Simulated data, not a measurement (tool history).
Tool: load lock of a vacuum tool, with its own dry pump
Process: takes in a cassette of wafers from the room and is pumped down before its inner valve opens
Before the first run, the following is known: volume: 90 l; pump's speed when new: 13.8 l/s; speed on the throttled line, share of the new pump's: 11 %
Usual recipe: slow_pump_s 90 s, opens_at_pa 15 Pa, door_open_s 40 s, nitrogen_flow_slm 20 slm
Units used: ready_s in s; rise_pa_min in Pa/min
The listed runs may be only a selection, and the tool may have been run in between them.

run	hour	slow_pump_s	opens_at_pa	door_open_s	nitrogen_flow_slm	incoming humidity of the room's air, %	ready_s	rise_pa_min
1	0	90	15	40	20	46.1	142.8	0.168
2	203.2	90	21	40	20	46.9	139.1	0.175
3	437.3	90	21	40	20	47.2	141.1	0.184
4	616.4	90	21	40	20	45.2	141.7	0.183
5	755	90	21	40	20	42.2	139.2	0.184
6	963.2	90	15	40	20	47.1	143	0.189
7	1242.5	90	15	40	20	46.6	143.7	0.201
8	1365.2	90	15	40	20	44.4	143.6	0.204
9	1625.9	90	15	40	20	43.1	143.2	0.205
10	1787.4	90	15	40	20	45.9	144.1	0.218
11	2066.7	90	15	40	20	48.5	143.5	0.225
12	2317.8	90	15	40	20	45.9	142.8	0.231
13	2501	90	15	40	20	43.4	144.3	0.245
14	2745.7	58	27	79	20	45.9	110.7	0.251
15	2900	58	27	79	20	41.3	111.9	0.257
16	3103.2	58	27	79	20	46.7	113.1	0.266
17	3288.3	58	27	79	20	48.3	111.5	0.271
18	3556.7	121	27	79	9	47.3	167.9	0.281
19	3754	124	15	40	20	48.3	173.9	0.279
20	3991.8	124	15	40	20	41.7	175.9	0.278
# hour 4096.2: dry pump taken out, an overhauled one fitted
21	4252.3	90	15	53	20	41.1	135.8	0.29
22	4421.8	90	11	129	20	45.5	140.8	0.303
23	4650.8	64	28	40	15	45	111.5	0.298
24	4811.8	53	11	40	20	44.6	106.7	0.307
25	5068.2	53	11	40	20	45.5	107.2	0.311
26	5242.6	141	20	26	17	45.5	183.2	0.312

4 options for the next run, each taken on its own from the tool as it stands now. Forecast them:
A	5448.3	90	12	233	40	44.8	?	?
B	5448.3	78	21	26	17	46.5	?	?
C	5448.3	141	20	27	17	48.4	?	?
D	5448.3	90	27	40	20	41.9	?	?

run	ready_s	rise_pa_min
A	138.9	0.341
B	126.6	0.329
C	181.9	0.324
D	135.2	0.327
Without the tool's unlogged condition, the same runs would have read:
run	ready_s	rise_pa_min
A	138	0.041
B	125.6	0.024
C	181.2	0.018
D	134.4	0.023
